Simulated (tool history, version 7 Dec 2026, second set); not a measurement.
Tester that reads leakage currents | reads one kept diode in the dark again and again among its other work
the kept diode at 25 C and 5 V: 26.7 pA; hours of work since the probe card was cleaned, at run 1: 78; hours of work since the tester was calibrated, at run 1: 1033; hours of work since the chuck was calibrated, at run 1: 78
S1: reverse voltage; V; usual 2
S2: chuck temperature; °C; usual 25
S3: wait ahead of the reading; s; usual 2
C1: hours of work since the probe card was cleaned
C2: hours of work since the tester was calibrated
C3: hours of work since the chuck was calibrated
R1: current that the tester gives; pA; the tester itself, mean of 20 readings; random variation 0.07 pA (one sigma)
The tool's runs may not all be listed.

run,day,S1,S2,S3,C1,C2,C3,R1
1,0,2,25,2,78,1033,78,16.55
2,2.417,2,25,2,123,1079,123,16.31
3,5.079,2,25,2,173,1129,173,16.56
4,8.021,2,25,2,229,1184,229,16.46
5,10.875,2,25,2,283,1238,283,16.46
6,12.396,2,34,2,311,1267,311,31.27
7,14.321,2,34,2,348,1303,348,31.15
8,16.079,2,25,2,381,1336,381,16.37
9,17.308,17.79,25,2,404,1359,404,57.73
10,20.075,14.24,25,2,456,1411,456,50.87
11,22.704,2,25,0.79,506,1461,506,16.97
12,24.5,2,25,0.79,540,1495,540,17.04
13,26.021,2,25,2,568,1524,568,16.45
14,27.95,14.32,36,1.13,605,1560,605,110.24
15,30.792,14.32,36,1.13,658,1614,658,110.51
16,33.025,14.32,36,1.13,700,1656,700,110.45
17,35.308,14.32,36,1.13,743,1699,743,110.45
18,36.75,2,30,0.3,771,1726,771,25.55
19,38.775,7.47,37,8.51,809,1764,809,79.76
20,40.817,9.62,31,0.35,847,1803,847,69.02
21,43.196,9.62,31,0.35,892,1847,892,69.32
22,44.621,9.62,31,0.35,919,1874,919,69.47
23,46.571,9.62,31,0.35,956,1911,956,68.97
24,48.5,1.5,28,0.95,992,1947,992,17.7
25,51.338,1.5,44,3.51,1046,2001,1046,52.31
# day 51.775: chuck's temperature calibrated
26,54.208,1.5,44,3.51,1098,2054,46,52.12

4 ways to go on from here, each from the tool as it stands after run 26. What would each give?
A,56.379,8.95,49,3.46,1139,2094,87,?
B,56.379,2,23,2,1139,2094,87,?
C,56.379,6.56,44,3.51,1139,2094,87,?
D,56.379,2,36,2.02,1139,2094,87,?

run,R1
A,195.11
B,14.23
C,118.17
D,35.88
Without the tool's hidden state the same runs would have given:
run,R1
A,195.1
B,14.22
C,118.16
D,35.88
